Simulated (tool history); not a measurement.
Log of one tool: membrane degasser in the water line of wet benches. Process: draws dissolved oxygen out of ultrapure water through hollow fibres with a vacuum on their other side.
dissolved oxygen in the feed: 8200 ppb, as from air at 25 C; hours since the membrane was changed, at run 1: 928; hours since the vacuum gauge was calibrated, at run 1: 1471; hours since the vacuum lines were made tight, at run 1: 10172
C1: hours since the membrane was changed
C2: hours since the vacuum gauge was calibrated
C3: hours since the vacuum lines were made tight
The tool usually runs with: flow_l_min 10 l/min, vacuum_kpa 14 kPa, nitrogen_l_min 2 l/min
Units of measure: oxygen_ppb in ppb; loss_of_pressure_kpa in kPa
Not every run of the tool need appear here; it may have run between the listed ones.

Run 1, hour 0: usual settings; C1 928; C2 1471; C3 10172. Result: oxygen_ppb 143 ppb, loss_of_pressure_kpa 35.73 kPa.
Run 2, hour 172.8: usual settings; C1 1100; C2 1644; C3 10345. Result: oxygen_ppb 140.8 ppb, loss_of_pressure_kpa 36.03 kPa.
Run 3, hour 264.7: usual settings; C1 1192; C2 1736; C3 10437. Result: oxygen_ppb 142.7 ppb, loss_of_pressure_kpa 35.86 kPa.
Run 4, hour 387.6: usual settings; C1 1315; C2 1859; C3 10560. Result: oxygen_ppb 142.2 ppb, loss_of_pressure_kpa 35.7 kPa.
Run 5, hour 547.9: usual settings but flow_l_min 6 l/min; C1 1475; C2 2019; C3 10720. Result: oxygen_ppb 88 ppb, loss_of_pressure_kpa 21.69 kPa.
Run 6, hour 700.4: usual settings but flow_l_min 6 l/min; C1 1628; C2 2172; C3 10872. Result: oxygen_ppb 88 ppb, loss_of_pressure_kpa 21.61 kPa.
Run 7, hour 828.5: usual settings but flow_l_min 6 l/min; C1 1756; C2 2300; C3 11001. Result: oxygen_ppb 88.5 ppb, loss_of_pressure_kpa 21.37 kPa.
Run 8, hour 969.8: usual settings but flow_l_min 8 l/min, vacuum_kpa 10.5 kPa, nitrogen_l_min 1.04 l/min; C1 1897; C2 2441; C3 11142. Result: oxygen_ppb 143.3 ppb, loss_of_pressure_kpa 28.97 kPa.
Run 9, hour 1068.7: usual settings but vacuum_kpa 24.5 kPa; C1 1996; C2 2540; C3 11241. Result: oxygen_ppb 271.7 ppb, loss_of_pressure_kpa 35.83 kPa.

The next listed run, before its measurement:
Run 10, hour 1222.2: usual settings but flow_l_min 13 l/min, vacuum_kpa 21.4 kPa; C1 2150; C2 2693; C3 11394. Result: oxygen_ppb ?, loss_of_pressure_kpa ?.

Logged for run 10: oxygen_ppb 301.8 ppb, loss_of_pressure_kpa 47.19 kPa.
Minus the tool's unlogged condition, the same run would have read oxygen_ppb 289.4 ppb, loss_of_pressure_kpa 46.9 kPa.

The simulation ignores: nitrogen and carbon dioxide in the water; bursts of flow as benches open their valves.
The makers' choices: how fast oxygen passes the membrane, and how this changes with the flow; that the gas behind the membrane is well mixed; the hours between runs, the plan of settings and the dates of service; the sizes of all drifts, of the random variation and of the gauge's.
